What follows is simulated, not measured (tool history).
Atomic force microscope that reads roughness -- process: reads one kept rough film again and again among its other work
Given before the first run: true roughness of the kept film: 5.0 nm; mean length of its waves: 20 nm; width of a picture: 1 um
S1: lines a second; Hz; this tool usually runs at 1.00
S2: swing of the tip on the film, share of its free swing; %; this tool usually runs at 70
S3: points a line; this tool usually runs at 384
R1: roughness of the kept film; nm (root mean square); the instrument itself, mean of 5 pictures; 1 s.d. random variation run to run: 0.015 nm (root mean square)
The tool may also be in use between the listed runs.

run,hour,S1,S2,S3,R1
1,0.0,1.00,70,384,3.561
# hour 36.3: new tip fitted
2,36.3,1.00,70,384,3.573
3,57.3,1.00,83,384,3.484
4,89.3,1.00,83,384,3.487
5,124.5,1.00,70,384,3.555
# hour 135.4: new tip fitted
6,148.1,1.00,70,384,3.592
7,186.0,1.00,70,384,3.575
8,217.9,1.00,70,384,3.585
# hour 235.8: new tip fitted
9,244.2,1.00,70,384,3.602
10,280.2,1.00,70,384,3.571
11,314.8,1.00,70,384,3.559
# hour 336.0: new tip fitted
12,348.5,1.00,70,384,3.575
13,390.0,1.00,70,384,3.572
14,422.8,1.00,70,384,3.546
# hour 435.1: new tip fitted
15,447.1,1.00,70,384,3.585
16,473.4,1.00,70,384,3.572
17,508.2,1.00,70,384,3.564
# hour 534.6: new tip fitted
18,541.8,1.00,70,384,3.567
19,579.5,1.00,70,384,3.581
20,605.4,1.00,70,384,3.561
# hour 634.7: new tip fitted
21,641.8,1.00,70,384,3.567
22,677.7,1.00,70,384,3.587
23,721.3,1.00,70,384,3.545
# hour 736.1: new tip fitted
24,755.3,1.00,70,384,3.593
25,781.7,1.00,70,384,3.598
26,819.1,0.75,61,384,3.607
# hour 836.2: new tip fitted
27,853.4,0.75,61,384,3.630
28,889.7,1.00,63,332,3.571
29,929.2,1.95,80,709,3.470
# hour 937.2: new tip fitted
30,971.0,1.95,62,421,3.574
31,1007.2,1.95,62,421,3.571
32,1029.8,1.95,62,421,3.569
# hour 1037.4: new tip fitted
33,1068.1,1.95,62,421,3.553
34,1103.6,1.63,60,310,3.565
35,1127.6,1.00,57,971,3.638
# hour 1138.7: new tip fitted
36,1150.7,1.00,71,466,3.603
37,1179.7,1.00,71,466,3.582
38,1215.9,1.00,61,412,3.617
# hour 1238.0: new tip fitted
39,1257.0,3.48,61,423,3.507
40,1280.1,3.43,60,702,3.558
41,1315.3,1.00,80,384,3.519
42,1334.8,2.30,70,919,3.509
# hour 1338.1: new tip fitted
43,1372.6,2.30,70,919,3.495
44,1402.1,2.30,70,919,3.531
45,1434.2,1.00,80,668,3.535
# hour 1436.6: new tip fitted
46,1471.1,1.00,80,668,3.574
47,1499.4,1.00,80,668,3.561
48,1520.6,2.95,70,655,3.459
# hour 1535.4: new tip fitted
49,1543.2,0.95,90,1023,3.519
50,1573.4,1.00,71,384,3.571

A few steps of R1 between consecutive runs. Split each: what settings, incoming material and random variation would produce without the hidden state, and what is left over for the hidden state, along with gauge scatter present in only one of the two compared results (measured, and without hidden state):
What the log doesn't record here: radius of the tip, nm; height scale over the true one, %; drift of the gauge itself on roughness_nm, %.
Run 5 -> 6: new tip fitted. R1 +0.037 nm (root mean square): hidden state +0.012, all else +0.025.
Run 29 -> 30: S2 80 -> 62, S3 709 -> 421, new tip fitted. R1 +0.104 nm (root mean square): hidden state +0.007, all else +0.097.
Run 35 -> 36: S2 57 -> 71, S3 971 -> 466, new tip fitted. R1 -0.035 nm (root mean square): hidden state +0.012, all else -0.047.
Run 38 -> 39: S1 1.00 -> 3.48, S3 412 -> 423, new tip fitted. R1 -0.110 nm (root mean square): hidden state +0.009, all else -0.119.
Run 47 -> 48: S1 1.00 -> 2.95, S2 80 -> 70, S3 668 -> 655. R1 -0.102 nm (root mean square): hidden state -0.003, all else -0.099.
Run 48 -> 49: S1 2.95 -> 0.95, S2 70 -> 90, S3 655 -> 1023, new tip fitted. R1 +0.060 nm (root mean square): hidden state +0.013, all else +0.047.
